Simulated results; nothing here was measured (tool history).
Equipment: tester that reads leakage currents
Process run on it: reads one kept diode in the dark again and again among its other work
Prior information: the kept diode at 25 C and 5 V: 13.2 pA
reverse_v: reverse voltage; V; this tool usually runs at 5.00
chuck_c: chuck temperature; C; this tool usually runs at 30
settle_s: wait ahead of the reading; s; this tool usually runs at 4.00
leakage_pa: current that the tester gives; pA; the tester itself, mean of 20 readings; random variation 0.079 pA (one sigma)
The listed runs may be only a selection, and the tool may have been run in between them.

run 1 day=0.000 | reverse_v=5.00 chuck_c=30 settle_s=4.00 | leakage_pa=28.10
run 2 day=1.758 | reverse_v=5.00 chuck_c=30 settle_s=8.69 | leakage_pa=27.67
run 3 day=3.012 | reverse_v=5.00 chuck_c=30 settle_s=4.00 | leakage_pa=28.07
run 4 day=4.904 | reverse_v=5.00 chuck_c=26 settle_s=4.00 | leakage_pa=22.32
run 5 day=7.621 | reverse_v=5.00 chuck_c=26 settle_s=4.00 | leakage_pa=22.48
run 6 day=10.229 | reverse_v=5.00 chuck_c=26 settle_s=4.00 | leakage_pa=22.54
-- day=10.725 chuck's temperature calibrated
run 7 day=13.204 | reverse_v=5.00 chuck_c=30 settle_s=4.00 | leakage_pa=27.77
run 8 day=14.888 | reverse_v=5.00 chuck_c=30 settle_s=4.00 | leakage_pa=28.01
-- day=15.192 probe card cleaned and baked
run 9 day=16.883 | reverse_v=5.00 chuck_c=30 settle_s=7.83 | leakage_pa=32.32
run 10 day=19.362 | reverse_v=5.00 chuck_c=30 settle_s=7.83 | leakage_pa=32.62
run 11 day=21.267 | reverse_v=5.00 chuck_c=30 settle_s=7.83 | leakage_pa=32.57
run 12 day=24.229 | reverse_v=5.00 chuck_c=30 settle_s=7.83 | leakage_pa=32.75
run 13 day=26.142 | reverse_v=1.68 chuck_c=30 settle_s=4.00 | leakage_pa=15.40
run 14 day=28.133 | reverse_v=5.00 chuck_c=30 settle_s=4.00 | leakage_pa=33.10
run 15 day=29.821 | reverse_v=10.44 chuck_c=36 settle_s=2.13 | leakage_pa=76.90
-- day=30.654 probe card cleaned and baked, once more
run 16 day=31.188 | reverse_v=10.44 chuck_c=21 settle_s=5.01 | leakage_pa=14.76
run 17 day=33.400 | reverse_v=1.64 chuck_c=32 settle_s=0.48 | leakage_pa=13.80
run 18 day=35.242 | reverse_v=17.97 chuck_c=32 settle_s=0.60 | leakage_pa=56.11
run 19 day=38.196 | reverse_v=17.97 chuck_c=32 settle_s=0.60 | leakage_pa=56.75

Forecast run 20:
run 20 day=40.554 | reverse_v=7.62 chuck_c=32 settle_s=3.46 | leakage_pa=?

Run 20 measured leakage_pa 31.69 pA.
On a tool with no hidden condition, and with the same random variation, this run would have come out at leakage_pa 30.31 pA.
